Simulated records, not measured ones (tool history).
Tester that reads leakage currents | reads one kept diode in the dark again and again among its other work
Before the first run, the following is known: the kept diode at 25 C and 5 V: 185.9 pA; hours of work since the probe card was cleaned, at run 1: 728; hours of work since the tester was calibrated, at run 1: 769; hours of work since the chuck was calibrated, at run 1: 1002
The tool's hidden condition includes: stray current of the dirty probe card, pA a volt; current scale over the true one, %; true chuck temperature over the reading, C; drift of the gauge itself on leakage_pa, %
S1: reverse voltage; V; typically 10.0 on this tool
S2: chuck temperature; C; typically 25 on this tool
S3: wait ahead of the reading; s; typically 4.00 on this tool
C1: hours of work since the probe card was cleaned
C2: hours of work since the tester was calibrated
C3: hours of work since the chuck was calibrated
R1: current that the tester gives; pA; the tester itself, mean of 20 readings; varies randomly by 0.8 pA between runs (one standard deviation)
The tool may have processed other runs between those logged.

run,hour,S1,S2,S3,C1,C2,C3,R1
1,0.0,10.0,25,4.00,728,769,1002,249.77
2,44.0,10.0,25,4.00,747,788,1021,250.03
3,88.0,10.0,36,4.00,766,808,1040,595.85
4,145.1,10.0,36,4.00,791,833,1065,591.59
5,216.5,10.0,25,4.00,822,864,1096,248.99
6,265.1,10.0,25,4.00,844,885,1117,248.00
7,341.7,10.0,25,4.00,877,918,1151,248.10
# hour 349.7: probe card cleaned and baked
8,407.9,10.0,25,4.00,25,946,1178,249.47
# hour 433.4: chuck's temperature calibrated
9,485.2,10.0,42,4.00,58,979,23,986.88
10,551.9,10.0,42,4.00,87,1008,52,988.29
11,641.6,10.0,42,4.00,127,1047,91,980.93
12,683.0,10.0,42,4.00,145,1065,109,979.94
13,759.7,10.0,42,4.00,178,1099,143,982.64
14,836.9,11.7,39,1.86,212,1133,176,850.18
# hour 845.9: probe card cleaned and baked, once more
15,890.3,1.8,38,1.37,19,1154,198,300.58
16,963.3,6.9,38,0.32,51,1186,230,595.59
17,1032.4,10.0,44,4.24,81,1217,260,1123.75
18,1079.4,10.0,44,5.84,102,1237,281,1121.71
19,1121.2,10.0,44,5.84,120,1255,299,1118.82
20,1192.3,4.0,25,0.53,151,1286,330,161.23
21,1241.4,1.8,38,1.25,173,1308,352,295.96
22,1316.8,1.8,38,1.25,206,1341,384,296.74

Entry by entry between the runs, the difference in hidden state between the last listed run before and the first listed run after:
Run 7 -> run 8: probe card cleaned and baked (hour 349.7)
  stray current of the dirty probe card, pA a volt: 0.349 -> 0.529; current scale over the true one, %: -0.51 -> -0.52; true chuck temperature over the reading, C: -0.92 -> -0.94
  measured minus no-state result, R1: -17.37 -> -16.09 pA
Run 8 -> run 9: chuck's temperature calibrated (hour 433.4)
  stray current of the dirty probe card, pA a volt: 0.529 -> 0.54; current scale over the true one, %: -0.52 -> -0.54; true chuck temperature over the reading, C: -0.94 -> -0.08
  measured minus no-state result, R1: -16.09 -> -6.23 pA
Run 14 -> run 15: probe card cleaned and baked, once more (hour 845.9)
  stray current of the dirty probe card, pA a volt: 0.596 -> 0.027; current scale over the true one, %: -0.6 -> -0.61; true chuck temperature over the reading, C: -0.21 -> -0.23
  measured minus no-state result, R1: -11.84 -> -7.12 pA

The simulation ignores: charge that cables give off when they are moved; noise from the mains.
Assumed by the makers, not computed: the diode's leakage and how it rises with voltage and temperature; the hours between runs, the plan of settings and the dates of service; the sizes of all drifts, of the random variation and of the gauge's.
